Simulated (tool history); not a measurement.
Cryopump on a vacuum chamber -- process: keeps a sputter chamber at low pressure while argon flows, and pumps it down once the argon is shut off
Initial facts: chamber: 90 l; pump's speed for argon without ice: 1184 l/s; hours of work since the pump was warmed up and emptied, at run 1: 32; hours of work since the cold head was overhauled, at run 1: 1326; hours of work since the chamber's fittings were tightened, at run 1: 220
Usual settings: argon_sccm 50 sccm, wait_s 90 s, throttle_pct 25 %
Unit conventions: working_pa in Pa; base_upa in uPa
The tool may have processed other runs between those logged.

run	hour	argon_sccm	wait_s	throttle_pct	hours of work since the pump was warmed up and emptied	hours of work since the cold head was overhauled	hours of work since the chamber's fittings were tightened	working_pa	base_upa
1	0	50	90	25	32	1326	220	0.2901	1.26
2	77.4	50	31	25	86	1380	274	0.2897	2.53
3	130.1	50	90	25	123	1416	311	0.2895	1.45
4	183.8	50	90	25	160	1454	349	0.2929	1.49
5	263.7	50	90	25	216	1510	405	0.2934	1.71
6	334.6	50	90	56	266	1559	454	0.1367	1.76
7	371.4	50	90	56	291	1585	480	0.1366	1.84
8	430.6	50	54	56	333	1626	521	0.1382	2.29
9	483.5	50	90	25	370	1663	558	0.2957	1.96
10	524.9	50	90	25	399	1692	587	0.2995	2.02
11	599.6	50	22	25	451	1744	639	0.3	4.13
12	677.6	50	54	25	505	1799	694	0.3003	2.63
13	739.6	50	171	25	549	1842	737	0.3043	2.11
14	792.2	50	90	25	585	1879	774	0.3032	2.56
# hour 819.9: pump warmed up, emptied and cooled again
15	866	50	90	25	32	1927	822	0.2864	2.22
16	924.4	50	90	19	73	1968	863	0.3776	2.33
17	1009.2	50	90	25	132	2027	922	0.2911	2.44
18	1080.2	50	90	25	182	2077	971	0.2903	2.63
19	1122.6	50	24	25	211	2106	1001	0.2934	4.41
20	1160.3	93	23	56	238	2133	1027	0.2503	4.45

The next listed run, before its measurement:
21	1223.1	69	90	25	282	2176	1071	?	?

{"run 21": {"working_pa": 0.4069, "base_upa": 2.87}}
With no hidden state in the tool, this same run would have given working_pa 0.395 Pa, base_upa 0.9 uPa.

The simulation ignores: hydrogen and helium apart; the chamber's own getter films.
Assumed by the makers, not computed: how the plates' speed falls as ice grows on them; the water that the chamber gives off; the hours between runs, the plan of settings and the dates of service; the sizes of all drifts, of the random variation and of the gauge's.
